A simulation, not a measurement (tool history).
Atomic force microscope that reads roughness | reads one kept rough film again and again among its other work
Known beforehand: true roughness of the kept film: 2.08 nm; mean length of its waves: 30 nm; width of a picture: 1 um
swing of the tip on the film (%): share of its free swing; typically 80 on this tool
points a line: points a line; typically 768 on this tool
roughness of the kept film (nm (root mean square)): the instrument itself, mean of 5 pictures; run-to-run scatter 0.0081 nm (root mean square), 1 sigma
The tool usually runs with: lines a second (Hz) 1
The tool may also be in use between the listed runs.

run   hour  lines a second (Hz)  swing of the tip on the film (%)  points a line  roughness of the kept film (nm (root mean square))
  1      0                    1                                80            768                                                1.76
  2   56.5                    1                                80            768                                               1.762
  3   90.7                    1                                80            836                                               1.751
     132.8  -- new tip fitted
  4    147                    1                                80            836                                               1.765
  5  192.9                    1                                80            717                                               1.772
  6  228.7                 1.96                                80            768                                               1.608
  7  266.5                 1.96                                80            768                                               1.606
  8  302.5                 1.96                                80            768                                               1.619
  9  344.4                 3.04                                80            768                                               1.463
 10  393.1                 0.88                                80            768                                                1.77
     427.8  -- new tip fitted
 11  437.8                 3.55                                80            768                                               1.412
 12  492.7                 0.81                                68            768                                               1.858
 13  559.8                 0.64                                80            629                                               1.826
 14  628.4                    1                                56            355                                               1.884
 15    664                    1                                56            355                                               1.897
     721.4  -- new tip fitted
 16  728.3                    1                                56            355                                               1.887

Here are 5 independent what-if runs from the current tool condition. What would each one return?
  A  765.9                 0.67                                69            768                                                   ?
  B  765.9                 0.99                                88           1018                                                   ?
  C  765.9                 0.69                                73            616                                                   ?
  D  765.9                 3.27                                80            419                                                   ?
  E  765.9                 1.54                                56            355                                                   ?

run  roughness of the kept film (nm (root mean square))
  A                                               1.877
  B                                               1.688
  C                                               1.851
  D                                               1.427
  E                                               1.873
The same runs, with their run-to-run variation unchanged, on a tool lacking any hidden condition would have given:
run  roughness of the kept film (nm (root mean square))
  A                                                1.88
  B                                               1.691
  C                                               1.854
  D                                                1.43
  E                                               1.876

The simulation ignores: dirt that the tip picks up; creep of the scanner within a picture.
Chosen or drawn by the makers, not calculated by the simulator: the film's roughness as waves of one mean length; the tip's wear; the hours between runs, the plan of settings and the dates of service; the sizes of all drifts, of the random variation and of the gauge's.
